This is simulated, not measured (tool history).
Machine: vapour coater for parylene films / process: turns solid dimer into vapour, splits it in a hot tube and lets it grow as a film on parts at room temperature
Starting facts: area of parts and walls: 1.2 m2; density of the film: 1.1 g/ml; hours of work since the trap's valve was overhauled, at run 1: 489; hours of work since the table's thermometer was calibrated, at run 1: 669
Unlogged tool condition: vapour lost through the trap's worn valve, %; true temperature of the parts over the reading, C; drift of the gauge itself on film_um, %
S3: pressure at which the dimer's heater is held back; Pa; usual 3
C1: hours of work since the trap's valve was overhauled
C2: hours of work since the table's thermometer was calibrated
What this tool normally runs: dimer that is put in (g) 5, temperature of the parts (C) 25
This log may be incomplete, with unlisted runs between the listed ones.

Run 1, hour 0: usual settings; C1 489; C2 669. Result: thickness of the film (µm) 2.21.
Run 2, hour 30.7: usual settings; C1 515; C2 696. Result: thickness of the film (µm) 2.22.
At hour 50.1: trap's valve overhauled.
Run 3, hour 75.2: usual settings; C1 22; C2 731. Result: thickness of the film (µm) 2.2.
Run 4, hour 127.3: usual settings; C1 67; C2 776. Result: thickness of the film (µm) 2.19.
Run 5, hour 175.1: usual settings but dimer that is put in (g) 6; C1 108; C2 817. Result: thickness of the film (µm) 2.66.
Run 6, hour 218.9: usual settings but dimer that is put in (g) 6; C1 146; C2 855. Result: thickness of the film (µm) 2.6.
Run 7, hour 248.2: usual settings but dimer that is put in (g) 2; C1 171; C2 880. Result: thickness of the film (µm) 0.87.
Run 8, hour 313: usual settings but dimer that is put in (g) 2; C1 227; C2 936. Result: thickness of the film (µm) 0.89.
Run 9, hour 370.5: usual settings but dimer that is put in (g) 6; C1 277; C2 986. Result: thickness of the film (µm) 2.62.
Run 10, hour 409.7: usual settings but dimer that is put in (g) 7; C1 311; C2 1020. Result: thickness of the film (µm) 3.05.
Run 11, hour 478.6: usual settings; C1 370; C2 1079. Result: thickness of the film (µm) 2.23.
Run 12, hour 535.5: usual settings; C1 420; C2 1129. Result: thickness of the film (µm) 2.2.
Run 13, hour 598.8: usual settings; C1 474; C2 1183. Result: thickness of the film (µm) 2.21.
At hour 665.1: trap's valve overhauled.
Run 14, hour 665.1: usual settings; C1 0; C2 1237. Result: thickness of the film (µm) 2.22.
Run 15, hour 734.8: usual settings; C1 60; C2 1297. Result: thickness of the film (µm) 2.23.
Run 16, hour 784.6: usual settings but dimer that is put in (g) 3, temperature of the parts (C) 30, S3 9.58 Pa; C1 103; C2 1340. Result: thickness of the film (µm) 0.99.
Run 17, hour 849.8: usual settings but temperature of the parts (C) 28; C1 160; C2 1397. Result: thickness of the film (µm) 2.09.
Run 18, hour 902.1: usual settings but dimer that is put in (g) 8, temperature of the parts (C) 20; C1 205; C2 1442. Result: thickness of the film (µm) 3.91.
Run 19, hour 960.8: usual settings but dimer that is put in (g) 2, temperature of the parts (C) 33; C1 256; C2 1493. Result: thickness of the film (µm) 0.8.
Run 20, hour 994.9: usual settings but dimer that is put in (g) 2, temperature of the parts (C) 33; C1 285; C2 1522. Result: thickness of the film (µm) 0.76.
Run 21, hour 1027.9: usual settings but dimer that is put in (g) 2, temperature of the parts (C) 33; C1 314; C2 1551. Result: thickness of the film (µm) 0.74.
At hour 1054.4: table's thermometer calibrated.
Run 22, hour 1077.1: usual settings but dimer that is put in (g) 2, temperature of the parts (C) 21, S3 8.83 Pa; C1 355; C2 20. Result: thickness of the film (µm) 0.76.
Run 23, hour 1144.4: usual settings but dimer that is put in (g) 4, temperature of the parts (C) 27, S3 3.86 Pa; C1 413; C2 78. Result: thickness of the film (µm) 1.62.
Run 24, hour 1198.7: usual settings but S3 6.78 Pa; C1 460; C2 125. Result: thickness of the film (µm) 1.89.
Run 25, hour 1258.2: usual settings but S3 6.78 Pa; C1 512; C2 176. Result: thickness of the film (µm) 1.89.
At hour 1282.1: trap's valve overhauled.
Run 26, hour 1302.2: usual settings but dimer that is put in (g) 7, temperature of the parts (C) 31, S3 4.87 Pa; C1 17; C2 211. Result: thickness of the film (µm) 2.53.
Run 27, hour 1345.4: usual settings but dimer that is put in (g) 3, temperature of the parts (C) 32, S3 2.04 Pa; C1 55; C2 248. Result: thickness of the film (µm) 1.26.

Each row is a separate what-if for the run after 27, all from the same tool condition, not one after another. Results?
Run A, hour 1415.2: usual settings but dimer that is put in (g) 4; C1 115; C2 308. Result: thickness of the film (µm) ?.
Run B, hour 1415.2: usual settings but temperature of the parts (C) 32, S3 2.04 Pa; C1 115; C2 308. Result: thickness of the film (µm) ?.
Run C, hour 1415.2: usual settings; C1 115; C2 308. Result: thickness of the film (µm) ?.
Run D, hour 1415.2: usual settings but dimer that is put in (g) 9, temperature of the parts (C) 32, S3 4.76 Pa; C1 115; C2 308. Result: thickness of the film (µm) ?.
Run E, hour 1415.2: usual settings but temperature of the parts (C) 28, S3 3.95 Pa; C1 115; C2 308. Result: thickness of the film (µm) ?.

run  thickness of the film (µm)
  A                        1.76
  B                        2.11
  C                        2.15
  D                        3.17
  E                        1.96
With the hidden condition removed and each run's random variation left untouched, the same runs would have given:
run  thickness of the film (µm)
  A                        1.76
  B                        2.11
  C                        2.15
  D                        3.17
  E                        1.97
